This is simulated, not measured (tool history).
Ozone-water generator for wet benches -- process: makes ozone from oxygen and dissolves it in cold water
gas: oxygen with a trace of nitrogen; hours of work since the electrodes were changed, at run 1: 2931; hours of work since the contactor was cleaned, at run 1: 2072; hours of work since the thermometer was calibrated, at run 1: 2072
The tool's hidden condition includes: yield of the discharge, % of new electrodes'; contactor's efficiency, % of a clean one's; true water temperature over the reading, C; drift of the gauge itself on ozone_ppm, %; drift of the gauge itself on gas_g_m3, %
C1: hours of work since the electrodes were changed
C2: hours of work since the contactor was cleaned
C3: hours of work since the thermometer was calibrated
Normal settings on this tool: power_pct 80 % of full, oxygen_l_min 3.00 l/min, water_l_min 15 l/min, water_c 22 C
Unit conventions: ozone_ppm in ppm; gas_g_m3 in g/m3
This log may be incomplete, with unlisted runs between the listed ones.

{"run": 1, "day": 0.0, "power_pct": 80, "oxygen_l_min": 3.0, "water_l_min": 15, "water_c": 22, "C1": 2931, "C2": 2072, "C3": 2072, "ozone_ppm": 21.2, "gas_g_m3": 248.2}
{"run": 2, "day": 5.688, "power_pct": 80, "oxygen_l_min": 3.0, "water_l_min": 15, "water_c": 16, "C1": 3041, "C2": 2182, "C3": 2182, "ozone_ppm": 22.3, "gas_g_m3": 248.6}
{"run": 3, "day": 9.142, "power_pct": 80, "oxygen_l_min": 3.0, "water_l_min": 15, "water_c": 16, "C1": 3108, "C2": 2248, "C3": 2248, "ozone_ppm": 22.5, "gas_g_m3": 243.9}
{"run": 4, "day": 13.617, "power_pct": 80, "oxygen_l_min": 3.0, "water_l_min": 15, "water_c": 16, "C1": 3195, "C2": 2335, "C3": 2335, "ozone_ppm": 22.4, "gas_g_m3": 244.7}
{"run": 5, "day": 17.746, "power_pct": 80, "oxygen_l_min": 3.0, "water_l_min": 15, "water_c": 16, "C1": 3275, "C2": 2415, "C3": 2415, "ozone_ppm": 22.2, "gas_g_m3": 245.0}
{"run": 6, "day": 23.912, "power_pct": 80, "oxygen_l_min": 3.0, "water_l_min": 15, "water_c": 16, "C1": 3394, "C2": 2534, "C3": 2534, "ozone_ppm": 21.7, "gas_g_m3": 241.9}
{"run": 7, "day": 28.425, "power_pct": 80, "oxygen_l_min": 3.0, "water_l_min": 15, "water_c": 16, "C1": 3481, "C2": 2622, "C3": 2622, "ozone_ppm": 21.9, "gas_g_m3": 241.8}
{"run": 8, "day": 34.612, "power_pct": 80, "oxygen_l_min": 1.54, "water_l_min": 15, "water_c": 22, "C1": 3601, "C2": 2742, "C3": 2742, "ozone_ppm": 17.5, "gas_g_m3": 319.2}
{"day": 36.142, "done": "contactor cleaned"}
{"day": 36.425, "done": "water thermometer calibrated"}
{"run": 9, "day": 37.908, "power_pct": 80, "oxygen_l_min": 1.54, "water_l_min": 15, "water_c": 22, "C1": 3661, "C2": 34, "C3": 29, "ozone_ppm": 17.8, "gas_g_m3": 319.6}
{"run": 10, "day": 42.829, "power_pct": 80, "oxygen_l_min": 1.54, "water_l_min": 15, "water_c": 22, "C1": 3757, "C2": 129, "C3": 124, "ozone_ppm": 17.7, "gas_g_m3": 317.7}
{"run": 11, "day": 49.225, "power_pct": 80, "oxygen_l_min": 1.54, "water_l_min": 15, "water_c": 22, "C1": 3880, "C2": 253, "C3": 248, "ozone_ppm": 17.7, "gas_g_m3": 319.0}
{"run": 12, "day": 53.004, "power_pct": 80, "oxygen_l_min": 3.0, "water_l_min": 15, "water_c": 22, "C1": 3954, "C2": 326, "C3": 321, "ozone_ppm": 20.1, "gas_g_m3": 234.3}
{"run": 13, "day": 59.133, "power_pct": 80, "oxygen_l_min": 3.0, "water_l_min": 15, "water_c": 22, "C1": 4072, "C2": 445, "C3": 439, "ozone_ppm": 20.5, "gas_g_m3": 231.5}
{"run": 14, "day": 63.762, "power_pct": 80, "oxygen_l_min": 3.0, "water_l_min": 15, "water_c": 22, "C1": 4162, "C2": 534, "C3": 529, "ozone_ppm": 19.9, "gas_g_m3": 232.2}
{"day": 67.954, "done": "water thermometer calibrated, once more"}
{"run": 15, "day": 67.954, "power_pct": 88, "oxygen_l_min": 3.0, "water_l_min": 15, "water_c": 22, "C1": 4242, "C2": 615, "C3": 0, "ozone_ppm": 21.1, "gas_g_m3": 244.8}
{"run": 16, "day": 71.712, "power_pct": 88, "oxygen_l_min": 3.0, "water_l_min": 15, "water_c": 22, "C1": 4315, "C2": 688, "C3": 73, "ozone_ppm": 21.1, "gas_g_m3": 243.7}
{"run": 17, "day": 76.979, "power_pct": 88, "oxygen_l_min": 3.0, "water_l_min": 15, "water_c": 22, "C1": 4417, "C2": 790, "C3": 175, "ozone_ppm": 20.6, "gas_g_m3": 242.7}
{"run": 18, "day": 82.279, "power_pct": 88, "oxygen_l_min": 3.0, "water_l_min": 15, "water_c": 22, "C1": 4520, "C2": 892, "C3": 277, "ozone_ppm": 20.7, "gas_g_m3": 242.8}
{"run": 19, "day": 86.692, "power_pct": 80, "oxygen_l_min": 2.01, "water_l_min": 15, "water_c": 22, "C1": 4605, "C2": 978, "C3": 363, "ozone_ppm": 17.9, "gas_g_m3": 271.6}
{"run": 20, "day": 90.417, "power_pct": 80, "oxygen_l_min": 2.01, "water_l_min": 15, "water_c": 22, "C1": 4677, "C2": 1050, "C3": 435, "ozone_ppm": 18.0, "gas_g_m3": 269.6}
{"run": 21, "day": 93.171, "power_pct": 80, "oxygen_l_min": 2.01, "water_l_min": 15, "water_c": 22, "C1": 4731, "C2": 1103, "C3": 488, "ozone_ppm": 17.9, "gas_g_m3": 268.3}
{"run": 22, "day": 98.317, "power_pct": 80, "oxygen_l_min": 2.12, "water_l_min": 15, "water_c": 18, "C1": 4830, "C2": 1203, "C3": 588, "ozone_ppm": 18.9, "gas_g_m3": 261.3}
{"run": 23, "day": 101.725, "power_pct": 80, "oxygen_l_min": 3.0, "water_l_min": 15, "water_c": 21, "C1": 4896, "C2": 1269, "C3": 654, "ozone_ppm": 19.5, "gas_g_m3": 223.6}

Forecast run 24:
{"run": 24, "day": 105.538, "power_pct": 91, "oxygen_l_min": 3.0, "water_l_min": 23, "water_c": 22, "C1": 4970, "C2": 1342, "C3": 727, "ozone_ppm": "?", "gas_g_m3": "?"}

Run 24 came out at ozone_ppm 14.4 ppm, gas_g_m3 236.6 g/m3.
If the tool had no hidden condition, the same run with the same run-to-run variation would have returned ozone_ppm 19.2 ppm, gas_g_m3 307.0 g/m3.
